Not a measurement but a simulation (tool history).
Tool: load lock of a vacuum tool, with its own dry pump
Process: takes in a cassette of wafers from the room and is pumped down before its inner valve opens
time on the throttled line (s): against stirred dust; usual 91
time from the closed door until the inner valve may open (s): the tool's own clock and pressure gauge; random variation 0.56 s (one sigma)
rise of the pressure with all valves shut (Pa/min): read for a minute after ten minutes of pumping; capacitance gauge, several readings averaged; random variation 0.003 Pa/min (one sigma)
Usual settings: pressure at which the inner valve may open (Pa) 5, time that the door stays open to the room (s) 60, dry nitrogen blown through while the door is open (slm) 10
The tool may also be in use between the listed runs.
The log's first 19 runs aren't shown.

run      day  time on the throttled line (s)  pressure at which the inner valve may open (Pa)  time that the door stays open to the room (s)  dry nitrogen blown through while the door is open (slm)  incoming humidity of the room's air, %  time from the closed door until the inner valve may open (s)  rise of the pressure with all valves shut (Pa/min)
 20  156.196                             149                                                8                                             67                                                        5                                    44.4                                                         187.4                                               0.069
 21  164.829                              60                                                8                                             67                                                        7                                    45.5                                                         107.6                                               0.064
 22  174.508                              60                                                8                                             67                                                        7                                    47.3                                                         108.9                                               0.079
 23  182.688                              60                                                8                                             67                                                        7                                    45.9                                                         109.1                                               0.075
 24  191.792                              60                                                8                                             67                                                       18                                    46.2                                                         108.4                                               0.068
 25  197.804                             100                                                5                                            182                                                        4                                    46.3                                                         147.5                                                0.15
 26  208.104                              91                                                6                                             26                                                        6                                    44.3                                                         137.4                                               0.069
 27  215.775                             162                                                9                                             58                                                       21                                    45.7                                                         199.4                                               0.083
 28  220.875                             162                                                9                                             58                                                       21                                    41.1                                                         199.4                                               0.076
 29  229.004                              91                                                6                                             60                                                       10                                    46.8                                                         138.8                                               0.095
 30  240.558                             177                                                5                                            112                                                       30                                    43.2                                                         216.4                                               0.093
 31  248.088                             177                                                5                                             62                                                        8                                    44.8                                                         216.4                                               0.115
 32  256.029                              91                                                5                                             28                                                       10                                    42.7                                                         140.7                                               0.101

3 ways to go on from here, each from the tool as it stands after run 32. What would each give?
  A  264.538                              91                                                5                                             50                                                       10                                    47.5                                                             ?                                                   ?
  B  264.538                              81                                                5                                             29                                                       28                                    44.5                                                             ?                                                   ?
  C  264.538                              91                                                4                                             28                                                       10                                    44.6                                                             ?                                                   ?

run  time from the closed door until the inner valve may open (s)  rise of the pressure with all valves shut (Pa/min)
  A                                                         140.6                                               0.125
  B                                                         132.3                                               0.095
  C                                                         141.9                                               0.107
Without the tool's hidden state the same runs would have given:
run  time from the closed door until the inner valve may open (s)  rise of the pressure with all valves shut (Pa/min)
  A                                                         133.6                                               0.044
  B                                                         125.1                                               0.013
  C                                                         134.6                                               0.027

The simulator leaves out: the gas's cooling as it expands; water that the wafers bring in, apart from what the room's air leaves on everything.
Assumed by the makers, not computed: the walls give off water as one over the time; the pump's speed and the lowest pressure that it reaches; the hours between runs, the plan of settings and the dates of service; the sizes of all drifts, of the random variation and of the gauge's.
